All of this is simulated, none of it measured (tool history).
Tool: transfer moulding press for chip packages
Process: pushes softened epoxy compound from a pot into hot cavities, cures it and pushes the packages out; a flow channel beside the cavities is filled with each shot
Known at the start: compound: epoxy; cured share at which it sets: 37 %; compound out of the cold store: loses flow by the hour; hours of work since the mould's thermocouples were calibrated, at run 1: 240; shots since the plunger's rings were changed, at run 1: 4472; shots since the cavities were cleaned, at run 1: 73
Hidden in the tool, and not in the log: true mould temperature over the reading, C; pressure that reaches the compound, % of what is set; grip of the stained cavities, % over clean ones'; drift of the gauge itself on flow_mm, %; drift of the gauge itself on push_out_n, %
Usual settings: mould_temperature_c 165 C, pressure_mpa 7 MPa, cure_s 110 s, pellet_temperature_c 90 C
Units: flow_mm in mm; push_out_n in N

run	day	mould_temperature_c	pressure_mpa	cure_s	pellet_temperature_c	hours of work since the mould's thermocouples were calibrated	shots since the plunger's rings were changed	shots since the cavities were cleaned	incoming compound's hours out of the cold store	flow_mm	push_out_n
1	0	165	7	110	90	240	4472	73	11.1	811	593
2	1.558	165	7	110	90	261	4834	435	38.8	667	737
# day 1.825: cavities cleaned with cleaning compound and waxed
3	2.271	165	5.5	110	90	269	4986	104	34.4	614	594
4	3.854	165	7	110	90	290	5354	472	30.9	709	781
# day 4.021: cavities cleaned with cleaning compound and waxed
5	5.225	165	7	110	90	307	5659	281	43	649	698
6	6.025	165	7	103	90	318	5845	467	10.3	790	888
# day 6.208: cavities cleaned with cleaning compound and waxed
# day 7.212: plunger's sealing rings changed
7	7.625	165	7	115	90	337	96	306	41	732	663
8	8.279	165	7	115	90	346	248	458	46.1	705	717
# day 8.454: mould's thermocouples calibrated
# day 8.517: cavities cleaned with cleaning compound and waxed
9	9.258	165	5.96	110	90	10	442	172	22.4	742	640
10	10.046	165	5.96	110	90	20	625	355	18.5	762	740
# day 10.642: cavities cleaned with cleaning compound and waxed
11	11.471	165	5.96	110	90	38	943	194	38.4	675	642
# day 12.217: mould's thermocouples calibrated, once more
# day 12.85: cavities cleaned with cleaning compound and waxed
12	13.146	165	5.96	110	90	11	1299	69	36.7	671	550
13	14.583	165	5.96	110	90	30	1633	403	25.4	727	783
# day 14.983: cavities cleaned with cleaning compound and waxed
14	15.7	165	7	103	90	44	1879	167	33.8	737	675
# day 17.108: cavities cleaned with cleaning compound and waxed
15	17.108	170	6.55	110	90	62	2192	0	13.6	773	457

Run 16 comes next. What will it give?
16	17.796	165	5.93	110	90	71	2352	160	26.3	?	?

{"run 16": {"flow_mm": 703, "push_out_n": 650}}
Without the tool's hidden state the same run would have given flow_mm 730 mm, push_out_n 517 N.
